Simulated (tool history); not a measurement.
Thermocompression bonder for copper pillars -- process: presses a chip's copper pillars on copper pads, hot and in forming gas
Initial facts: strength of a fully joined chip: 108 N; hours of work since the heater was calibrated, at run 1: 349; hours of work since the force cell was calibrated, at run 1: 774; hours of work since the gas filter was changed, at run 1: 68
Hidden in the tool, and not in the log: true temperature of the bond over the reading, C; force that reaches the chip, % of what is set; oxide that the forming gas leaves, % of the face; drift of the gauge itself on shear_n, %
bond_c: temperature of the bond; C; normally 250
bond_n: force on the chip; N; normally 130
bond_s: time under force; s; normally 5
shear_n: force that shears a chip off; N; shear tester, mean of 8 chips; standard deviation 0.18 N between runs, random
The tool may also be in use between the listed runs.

run    hour  bond_c  bond_n  bond_s  hours of work since the heater was calibrated  hours of work since the force cell was calibrated  hours of work since the gas filter was changed  shear_n
  1     0.0     250     130       5                                            349                                                774                                              68     51.6
  2    24.3     250      78       5                                            364                                                789                                              83     33.4
  3    62.5     250      78       5                                            388                                                813                                             107     33.3
  4    97.4     250     130       5                                            409                                                834                                             128     51.6
  5   140.2     250     130       5                                            435                                                861                                             155     51.7
  6   179.9     220     130       5                                            460                                                885                                             179     35.8
  7   217.8     220     130       5                                            483                                                909                                             202     35.9
  8   250.8     250      94       5                                            504                                                929                                             223     39.0
  9   277.7     250      94       5                                            520                                                946                                             239     39.0
 10   317.2     250      94       5                                            545                                                970                                             264     39.3
 11   346.9     250     130       5                                            563                                                988                                             282     51.3
 12   391.0     250     130       5                                            590                                               1016                                             309     51.4
 13   413.7     250     130       5                                            604                                               1030                                             323     51.0
 14   452.8     250     130       5                                            628                                               1054                                             348     51.3
 15   482.0     250     104       5                                            647                                               1072                                             366     42.5
 16   513.2     250     104       5                                            666                                               1091                                             385     42.5
      546.4  -- heater calibrated with a thermocouple chip
 17   559.5     250     104       5                                              8                                               1118                                             412     42.3
 18   588.2     250     104       5                                             26                                               1136                                             430     42.4
 19   629.1     250     104       5                                             51                                               1161                                             455     41.9
      644.3  -- forming gas filter changed
 20   666.4     250     104       5                                             74                                               1184                                              14     42.4
 21   701.3     242     146       5                                             95                                               1206                                              35     50.8
 22   731.3     250     130      14                                            114                                               1224                                              54     70.5
 23   770.9     250     130      14                                            138                                               1249                                              78     70.3
 24   792.7     265     156       7                                            152                                               1262                                              92     72.7
 25   829.2     258      96       6                                            174                                               1285                                             114     45.9
 26   866.4     264      93       5                                            197                                               1307                                             137     44.8
 27   899.9     264      93       5                                            218                                               1328                                             158     44.7
      918.2  -- gauge calibrated
 28   933.5     240     113       3                                            239                                               1349                                             179     33.6
 29   973.6     240     113       3                                            263                                               1374                                             203     33.6
 30   994.2     240     113       3                                            276                                               1386                                             216     33.4
 31  1039.3     240     113       3                                            304                                               1414                                             244     33.2
 32  1064.2     240      92       3                                            319                                               1430                                             259     27.2
 33  1089.0     260     181      13                                            335                                               1445                                             275     88.6
 34  1111.6     260     181      13                                            349                                               1459                                             288     89.0
 35  1130.2     260     181      13                                            360                                               1470                                             300     89.0
 36  1168.8     244     181      10                                            384                                               1494                                             324     75.4
 37  1189.9     235     127       7                                            397                                               1507                                             337     48.5
 38  1226.7     235     127       7                                            420                                               1530                                             359     48.5
 39  1252.2     235     127       7                                            435                                               1546                                             375     47.8
 40  1284.5     272      88       9                                            455                                               1566                                             395     57.7

Hidden state or all else? Some run-to-run changes of shear_n, split into what the settings, what came in and random variation would give without the hidden state, and what is left for the hidden state (with any gauge scatter that isn't in both results):
Run 21 -> 22: bond_c 242 -> 250, bond_n 146 -> 130, bond_s 5 -> 14. shear_n +19.7 N: hidden state -0.4, all else +20.1.
Run 24 -> 25: bond_c 265 -> 258, bond_n 156 -> 96, bond_s 7 -> 6. shear_n -26.8 N: hidden state +0.5, all else -27.3.
Run 27 -> 28: bond_c 264 -> 240, bond_n 93 -> 113, bond_s 5 -> 3, gauge calibrated. shear_n -11.1 N: hidden state +1.0, all else -12.1.
Run 32 -> 33: bond_c 240 -> 260, bond_n 92 -> 181, bond_s 3 -> 13. shear_n +61.4 N: hidden state -0.3, all else +61.7.
Run 36 -> 37: bond_c 244 -> 235, bond_n 181 -> 127, bond_s 10 -> 7. shear_n -26.9 N: hidden state +0.1, all else -27.0.
